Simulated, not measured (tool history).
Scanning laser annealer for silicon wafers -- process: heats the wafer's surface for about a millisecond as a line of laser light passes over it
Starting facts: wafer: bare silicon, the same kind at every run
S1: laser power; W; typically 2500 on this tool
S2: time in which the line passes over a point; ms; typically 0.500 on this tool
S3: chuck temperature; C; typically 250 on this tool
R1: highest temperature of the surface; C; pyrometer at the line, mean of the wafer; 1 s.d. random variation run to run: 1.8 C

run	hour	S1	S2	S3	R1
1	0.0	2500	0.500	250	927
# hour 12.1: window over the wafer cleaned
2	20.0	2500	0.500	250	942
3	44.4	2500	0.500	288	981
4	70.2	2500	0.500	250	944
5	102.8	2500	0.500	250	942
6	132.7	2500	0.500	254	945
7	165.6	2500	0.500	254	943
8	197.5	2500	0.500	228	914
9	214.2	2500	0.500	228	914
10	236.2	2500	0.470	228	889
11	272.6	2500	0.470	228	889
12	289.9	2500	0.500	250	933
13	316.6	2723	0.500	250	1001
14	333.9	2723	0.500	250	1004
15	366.7	2723	0.500	250	1003
16	384.9	2723	0.500	247	1000
17	417.9	2493	0.357	215	770
18	443.9	2493	0.357	215	771
19	480.5	2174	0.543	273	873
20	514.4	2174	0.543	273	872
# hour 527.4: window over the wafer cleaned
21	553.0	2319	0.500	250	878
22	571.0	2668	0.521	270	1027
# hour 591.6: optics aligned, line set to its width
23	595.1	2726	0.500	254	1034
24	617.9	2704	0.500	250	1017
25	640.6	2704	0.500	250	1019
26	661.1	2704	0.432	236	941
27	683.1	2704	0.432	236	943
28	716.2	2704	0.432	236	940
29	750.3	2177	0.500	250	842

What if the next run were any one of these 4? Each begins from the tool's condition after run 29:
A	770.4	2562	0.500	250	?
B	770.4	2138	0.416	257	?
C	770.4	2740	0.541	211	?
D	770.4	2129	0.500	271	?

run	R1
A	965
B	778
C	1022
D	847
With the hidden condition removed and each run's random variation left untouched, the same runs would have given:
run	R1
A	975
B	785
C	1034
D	855
